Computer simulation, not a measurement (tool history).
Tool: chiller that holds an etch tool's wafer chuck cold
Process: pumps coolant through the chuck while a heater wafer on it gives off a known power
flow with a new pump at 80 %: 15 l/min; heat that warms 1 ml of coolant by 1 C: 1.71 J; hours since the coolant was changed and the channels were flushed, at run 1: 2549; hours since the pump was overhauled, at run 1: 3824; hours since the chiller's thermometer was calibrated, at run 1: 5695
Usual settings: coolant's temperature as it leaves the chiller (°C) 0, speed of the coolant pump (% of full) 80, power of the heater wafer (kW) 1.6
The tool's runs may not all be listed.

run	hour	coolant's temperature as it leaves the chiller (°C)	speed of the coolant pump (% of full)	power of the heater wafer (kW)	hours since the coolant was changed and the channels were flushed	hours since the pump was overhauled	hours since the chiller's thermometer was calibrated	chuck's temperature once it has settled (°C)	how much warmer the coolant comes back (C)
1	0	0	80	1.6	2549	3824	5695	12.1	3.78
# hour 87.1: chiller's thermometer calibrated
2	114.9	0	80	1.6	2663	3938	28	12.5	3.78
3	226.5	0	80	1.6	2774	4049	139	12.2	3.78
4	318.1	0	80	1.6	2866	4141	231	12.2	3.75
5	393.5	0	80	1.6	2941	4216	306	12.2	3.79
6	480.5	0	80	1.6	3028	4303	393	12.3	3.77
7	599.5	0	67	1.6	3147	4422	512	14.4	4.63
8	751.5	7	67	1.6	3299	4574	664	21.5	4.63
9	868.1	0	80	0.998	3416	4691	781	7.7	2.4
10	935.7	0	80	1.6	3483	4759	849	12.2	3.76
11	1041.7	0	80	1.6	3589	4865	955	12.2	3.79
12	1183.6	0	80	1.6	3731	5007	1097	12.3	3.81
13	1249.5	0	80	1.6	3797	5072	1162	12.4	3.83
14	1327.2	0	80	1.6	3875	5150	1240	12.4	3.82
15	1398.2	0	80	1.6	3946	5221	1311	12.3	3.84
16	1474.2	0	80	1.988	4022	5297	1387	15.3	4.72
17	1564.2	0	80	1.988	4112	5387	1477	15.3	4.78
18	1669.7	4	80	1.976	4217	5493	1583	19.3	4.75
19	1802.3	4	72	0.828	4350	5625	1715	11	2.29
# hour 1869.7: coolant changed, channels flushed
20	1912.5	0	96	0.955	43	5729	1819	6.1	1.97
21	2040.1	-1	90	0.955	170	5857	1947	5.7	2.09
22	2140.1	10	72	1.982	270	5957	2047	26.8	5.35
23	2286.5	0	80	0.813	417	6103	2193	6	2.03
24	2440.7	0	80	0.813	571	6258	2348	6.4	2.08
25	2526.3	-4	80	1.491	657	6343	2433	7.4	3.64
26	2646.1	-6	97	0.899	776	6463	2553	-0.2	1.86
27	2790.3	5	67	1.31	921	6607	2697	17	3.88
28	2926.5	5	67	1.31	1057	6743	2833	16.6	3.88
# hour 3028.3: gauge calibrated
29	3073.6	7	80	1.237	1204	6891	2980	16.6	2.92
30	3139.3	7	94	1.167	1270	6956	3046	14.6	2.28
31	3253.5	0	75	1.6	1384	7070	3160	12.8	4.06

Hidden state or all else? Some run-to-run changes of how much warmer the coolant comes back (C), split into what the settings, what came in and random variation would give without the hidden state, and what is left for the hidden state (with any gauge scatter that isn't in both results):
The hidden state here: heat passed by the chuck's channels, % of clean ones'; flow at a given pump speed, % of a new pump's; coolant's true temperature over the reading, C; drift of the gauge itself on chuck_c, C; drift of the gauge itself on warmer_back_c, C.
Run 5 -> 6: no setting changed, nothing entered. how much warmer the coolant comes back (C) -0.02: hidden state +0.02, all else -0.04.
Run 18 -> 19: speed of the coolant pump (% of full) 80 -> 72, power of the heater wafer (kW) 1.976 -> 0.828. how much warmer the coolant comes back (C) -2.46: hidden state +0.01, all else -2.47.
Run 21 -> 22: coolant's temperature as it leaves the chiller (°C) -1 -> 10, speed of the coolant pump (% of full) 90 -> 72, power of the heater wafer (kW) 0.955 -> 1.982. how much warmer the coolant comes back (C) +3.26: hidden state +0.01, all else +3.25.
Run 22 -> 23: coolant's temperature as it leaves the chiller (°C) 10 -> 0, speed of the coolant pump (% of full) 72 -> 80, power of the heater wafer (kW) 1.982 -> 0.813. how much warmer the coolant comes back (C) -3.32: hidden state +0.01, all else -3.33.
Run 26 -> 27: coolant's temperature as it leaves the chiller (°C) -6 -> 5, speed of the coolant pump (% of full) 97 -> 67, power of the heater wafer (kW) 0.899 -> 1.31. how much warmer the coolant comes back (C) +2.02: hidden state +0.02, all else +2.
Run 28 -> 29: coolant's temperature as it leaves the chiller (°C) 5 -> 7, speed of the coolant pump (% of full) 67 -> 80, power of the heater wafer (kW) 1.31 -> 1.237, gauge calibrated. how much warmer the coolant comes back (C) -0.96: hidden state -0.18, all else -0.78.
